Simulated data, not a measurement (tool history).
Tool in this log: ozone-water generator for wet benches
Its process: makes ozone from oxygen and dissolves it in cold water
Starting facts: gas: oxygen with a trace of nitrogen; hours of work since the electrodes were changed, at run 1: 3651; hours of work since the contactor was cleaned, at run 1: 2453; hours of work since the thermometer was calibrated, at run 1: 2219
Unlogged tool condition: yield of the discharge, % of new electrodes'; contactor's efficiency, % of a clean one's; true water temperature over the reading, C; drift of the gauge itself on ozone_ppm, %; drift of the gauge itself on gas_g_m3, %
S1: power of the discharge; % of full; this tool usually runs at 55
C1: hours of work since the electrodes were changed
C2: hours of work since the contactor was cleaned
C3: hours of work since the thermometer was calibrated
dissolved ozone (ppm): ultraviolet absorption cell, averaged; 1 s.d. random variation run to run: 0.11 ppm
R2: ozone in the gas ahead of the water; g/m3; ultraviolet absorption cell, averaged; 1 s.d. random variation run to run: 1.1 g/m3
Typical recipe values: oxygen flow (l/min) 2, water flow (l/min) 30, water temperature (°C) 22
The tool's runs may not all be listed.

Run 1, hour 0: usual settings; C1 3651; C2 2453; C3 2219. Result: dissolved ozone (ppm) 5.6, R2 166.8 g/m3.
Run 2, hour 127.6: usual settings; C1 3734; C2 2536; C3 2302. Result: dissolved ozone (ppm) 5.6, R2 165.8 g/m3.
Run 3, hour 237.2: usual settings; C1 3806; C2 2607; C3 2373. Result: dissolved ozone (ppm) 5.5, R2 163.9 g/m3.
Run 4, hour 332.7: usual settings but water flow (l/min) 20; C1 3868; C2 2669; C3 2435. Result: dissolved ozone (ppm) 8.7, R2 163.1 g/m3.
Run 5, hour 518.6: usual settings but water flow (l/min) 20; C1 3988; C2 2790; C3 2556. Result: dissolved ozone (ppm) 8.7, R2 164.1 g/m3.
Run 6, hour 613.6: usual settings but S1 79 % of full; C1 4050; C2 2852; C3 2618. Result: dissolved ozone (ppm) 6.5, R2 192.2 g/m3.
At hour 663.8: water thermometer calibrated.
Run 7, hour 845.1: usual settings but S1 79 % of full; C1 4200; C2 3002; C3 118. Result: dissolved ozone (ppm) 6.4, R2 191.7 g/m3.
Run 8, hour 956.1: usual settings; C1 4272; C2 3074; C3 190. Result: dissolved ozone (ppm) 5.4, R2 160.8 g/m3.
Run 9, hour 1060.4: usual settings but water temperature (°C) 19; C1 4340; C2 3142; C3 258. Result: dissolved ozone (ppm) 5.4, R2 158.2 g/m3.
Run 10, hour 1245.8: usual settings but water temperature (°C) 19; C1 4461; C2 3262; C3 378. Result: dissolved ozone (ppm) 5.3, R2 158.8 g/m3.
Run 11, hour 1378.3: usual settings; C1 4547; C2 3348; C3 464. Result: dissolved ozone (ppm) 5.5, R2 158.4 g/m3.
Run 12, hour 1500.8: usual settings but S1 51 % of full; C1 4626; C2 3428; C3 544. Result: dissolved ozone (ppm) 5.1, R2 152.9 g/m3.
Run 13, hour 1660.8: usual settings but S1 51 % of full; C1 4730; C2 3532; C3 648. Result: dissolved ozone (ppm) 5.1, R2 150.8 g/m3.
Run 14, hour 1865.3: usual settings but S1 75 % of full; C1 4863; C2 3665; C3 781. Result: dissolved ozone (ppm) 5.9, R2 176.8 g/m3.
Run 15, hour 2063.9: usual settings but S1 75 % of full; C1 4992; C2 3794; C3 910. Result: dissolved ozone (ppm) 5.9, R2 175.4 g/m3.
At hour 2172.6: contactor cleaned.
Run 16, hour 2174.7: usual settings but S1 85 % of full; C1 5062; C2 1; C3 979. Result: dissolved ozone (ppm) 6.5, R2 184.9 g/m3.
Run 17, hour 2376.1: usual settings but S1 87 % of full, oxygen flow (l/min) 3.45, water flow (l/min) 21; C1 5193; C2 132; C3 1110. Result: dissolved ozone (ppm) 11, R2 145.5 g/m3.
Run 18, hour 2532: usual settings but oxygen flow (l/min) 1.08; C1 5294; C2 234; C3 1211. Result: dissolved ozone (ppm) 4.1, R2 199.1 g/m3.
Run 19, hour 2763.1: usual settings but S1 50 % of full, oxygen flow (l/min) 1.67, water flow (l/min) 45, water temperature (°C) 24; C1 5444; C2 384; C3 1362. Result: dissolved ozone (ppm) 2.9, R2 157.5 g/m3.
Run 20, hour 2940.1: usual settings but S1 76 % of full, oxygen flow (l/min) 3.44, water flow (l/min) 22, water temperature (°C) 18; C1 5559; C2 499; C3 1477. Result: dissolved ozone (ppm) 10, R2 135.8 g/m3.
Run 21, hour 3097.6: usual settings but S1 46 % of full, oxygen flow (l/min) 2.04, water flow (l/min) 23; C1 5661; C2 601; C3 1579. Result: dissolved ozone (ppm) 6.7, R2 135.9 g/m3.
Run 22, hour 3303.8: usual settings but S1 46 % of full, oxygen flow (l/min) 2.04, water flow (l/min) 23; C1 5795; C2 735; C3 1713. Result: dissolved ozone (ppm) 6.4, R2 136.2 g/m3.
Run 23, hour 3493: usual settings but S1 46 % of full, oxygen flow (l/min) 2.04, water flow (l/min) 23; C1 5918; C2 858; C3 1836. Result: dissolved ozone (ppm) 6.3, R2 135 g/m3.
Run 24, hour 3720.8: usual settings but S1 46 % of full, oxygen flow (l/min) 2.04, water flow (l/min) 23; C1 6066; C2 1006; C3 1984. Result: dissolved ozone (ppm) 6.3, R2 133.8 g/m3.
Run 25, hour 3940.9: usual settings but S1 46 % of full, oxygen flow (l/min) 1.28, water flow (l/min) 23, water temperature (°C) 24; C1 6209; C2 1149; C3 2127. Result: dissolved ozone (ppm) 5.1, R2 162.2 g/m3.
Run 26, hour 4164.9: usual settings but S1 46 % of full, oxygen flow (l/min) 1.28, water flow (l/min) 23, water temperature (°C) 24; C1 6355; C2 1295; C3 2273. Result: dissolved ozone (ppm) 5.1, R2 162.3 g/m3.
Run 27, hour 4390.8: usual settings but S1 46 % of full, oxygen flow (l/min) 1.79, water flow (l/min) 29, water temperature (°C) 14; C1 6502; C2 1441; C3 2419. Result: dissolved ozone (ppm) 4.6, R2 138.9 g/m3.
At hour 4472.3: electrodes of the discharge changed.
Run 28, hour 4524.2: usual settings but S1 56 % of full, water flow (l/min) 41; C1 34; C2 1524; C3 2502. Result: dissolved ozone (ppm) 4.7, R2 195.2 g/m3.
Run 29, hour 4632.9: usual settings but oxygen flow (l/min) 2.45, water flow (l/min) 38; C1 104; C2 1595; C3 2573. Result: dissolved ozone (ppm) 5.6, R2 176.5 g/m3.
At hour 4741.7: water thermometer calibrated.
Run 30, hour 4849: usual settings but oxygen flow (l/min) 2.45, water flow (l/min) 38; C1 244; C2 1735; C3 70. Result: dissolved ozone (ppm) 5.6, R2 177.2 g/m3.

Consider 5 possible next runs. They are alternatives, not a sequence: every one starts from the tool as it was left by run 30. What does each give?
Run A, hour 4947.1: usual settings but oxygen flow (l/min) 2.04, water flow (l/min) 38, water temperature (°C) 18; C1 308; C2 1799; C3 133. Result: dissolved ozone (ppm) ?, R2 ?.
Run B, hour 4947.1: usual settings but oxygen flow (l/min) 2.45, water flow (l/min) 28, water temperature (°C) 30; C1 308; C2 1799; C3 133. Result: dissolved ozone (ppm) ?, R2 ?.
Run C, hour 4947.1: usual settings but oxygen flow (l/min) 1.08, water flow (l/min) 31, water temperature (°C) 16; C1 308; C2 1799; C3 133. Result: dissolved ozone (ppm) ?, R2 ?.
Run D, hour 4947.1: usual settings but S1 99 % of full, oxygen flow (l/min) 2.15, water flow (l/min) 38; C1 308; C2 1799; C3 133. Result: dissolved ozone (ppm) ?, R2 ?.
Run E, hour 4947.1: usual settings but S1 63 % of full, oxygen flow (l/min) 2.45, water flow (l/min) 38, water temperature (°C) 15; C1 308; C2 1799; C3 133. Result: dissolved ozone (ppm) ?, R2 ?.

run  dissolved ozone (ppm)     R2
  A                    5.1  189.1
  B                    7.2    177
  C                    5.2  251.7
  D                    7.2  256.1
  E                    6.1  188.5
Without the tool's hidden state the same runs would have given:
run  dissolved ozone (ppm)     R2
  A                    5.3  191.5
  B                    7.5  179.2
  C                    5.4  254.9
  D                    7.6  260.6
  E                    6.4  191.2
